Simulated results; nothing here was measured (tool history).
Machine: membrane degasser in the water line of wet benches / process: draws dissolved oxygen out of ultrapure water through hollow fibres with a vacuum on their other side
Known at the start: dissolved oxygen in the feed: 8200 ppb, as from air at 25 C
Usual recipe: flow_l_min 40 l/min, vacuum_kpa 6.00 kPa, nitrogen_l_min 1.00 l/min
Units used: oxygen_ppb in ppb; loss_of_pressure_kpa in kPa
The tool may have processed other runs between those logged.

run	hour	flow_l_min	vacuum_kpa	nitrogen_l_min	oxygen_ppb	loss_of_pressure_kpa
1	0.0	40	6.00	1.00	305.0	69.25
2	105.9	40	6.00	1.00	302.3	69.66
3	277.7	40	6.00	1.00	298.1	69.65
4	519.1	40	6.00	1.00	302.0	69.50
5	758.6	29	6.00	1.00	208.0	50.45
6	995.7	40	6.00	0.81	338.5	70.16
# hour 1018.8: vacuum gauge calibrated
7	1202.1	40	6.00	0.81	342.3	69.90
8	1402.1	40	6.00	0.81	348.9	70.17
9	1563.5	40	6.00	0.81	354.1	70.33
10	1719.4	40	6.00	0.81	353.0	69.96
11	1964.0	27	10.67	1.83	277.9	47.23
12	2124.0	25	6.00	2.17	103.2	43.83
# hour 2271.6: vacuum gauge calibrated, once more
13	2286.6	25	10.02	2.17	207.2	44.25
14	2539.9	25	10.02	2.17	203.8	43.92
15	2668.9	25	10.02	2.17	203.0	44.12
16	2807.4	28	5.14	0.41	259.8	49.82
17	2999.4	28	5.14	0.41	257.8	49.43

Consider 5 possible next runs. They are alternatives, not a sequence: every one starts from the tool as it was left by run 17. What does each give?
# hour 3222.0: seals of the vacuum lines changed
A	3235.5	26	12.80	0.42	?	?
# hour 3222.0: seals of the vacuum lines changed
B	3235.5	28	13.60	0.77	?	?
# hour 3222.0: seals of the vacuum lines changed
C	3235.5	47	4.62	1.00	?	?
# hour 3222.0: seals of the vacuum lines changed
D	3235.5	30	4.72	0.41	?	?
# hour 3222.0: seals of the vacuum lines changed
E	3235.5	26	4.01	1.51	?	?

run	oxygen_ppb	loss_of_pressure_kpa
A	1013.8	46.00
B	757.9	50.04
C	253.3	83.57
D	233.4	53.54
E	59.7	45.91
With the hidden condition removed and each run's random variation left untouched, the same runs would have given:
run	oxygen_ppb	loss_of_pressure_kpa
A	1007.8	44.67
B	751.8	48.59
C	236.6	81.15
D	224.4	51.99
E	54.5	44.58
